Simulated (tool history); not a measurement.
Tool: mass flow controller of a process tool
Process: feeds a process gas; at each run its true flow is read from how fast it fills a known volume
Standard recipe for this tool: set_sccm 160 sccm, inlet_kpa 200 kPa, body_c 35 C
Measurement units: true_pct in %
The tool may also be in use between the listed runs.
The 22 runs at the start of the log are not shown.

run,hour,set_sccm,inlet_kpa,body_c,hours of work since the controller was set to zero,hours of work since the controller was changed,true_pct
23,2377.7,41,178,35,523,2834,98.02
24,2485.4,41,178,35,603,2914,97.91
# hour 2556.9: controller's zero set anew, once more
25,2609.3,78,178,35,39,3005,100.03
26,2758.6,160,197,36,149,3115,101.30
27,2912.0,84,180,35,262,3229,100.27
28,3025.7,84,180,35,347,3313,100.22
29,3134.5,34,175,27,427,3393,98.59
30,3199.7,34,175,27,475,3441,98.56
31,3344.6,34,175,27,582,3548,98.63
32,3430.4,34,175,27,646,3612,98.63
33,3553.2,62,218,21,736,3702,98.47
34,3667.0,104,150,26,820,3786,99.84
35,3735.2,52,146,35,871,3837,99.88
36,3817.3,52,273,35,931,3898,99.57
37,3885.5,150,194,24,982,3948,100.32
38,3973.1,150,194,24,1047,4013,100.24
39,4129.5,47,219,22,1162,4128,98.42
40,4243.9,104,200,28,1247,4213,100.04
41,4362.5,138,195,28,1334,4301,100.67
42,4427.2,69,190,32,1382,4348,99.78
43,4513.0,69,223,32,1446,4412,99.69

Branching from run 43: 3 alternative next runs. What would each branch give?
A,4658.5,62,200,38,1553,4519,?
B,4658.5,69,223,37,1553,4519,?
C,4658.5,69,170,28,1553,4519,?

run,true_pct
A,100.28
B,100.19
C,99.56
What these runs would have given with no unlogged condition in the tool:
run,true_pct
A,99.29
B,99.17
C,98.53

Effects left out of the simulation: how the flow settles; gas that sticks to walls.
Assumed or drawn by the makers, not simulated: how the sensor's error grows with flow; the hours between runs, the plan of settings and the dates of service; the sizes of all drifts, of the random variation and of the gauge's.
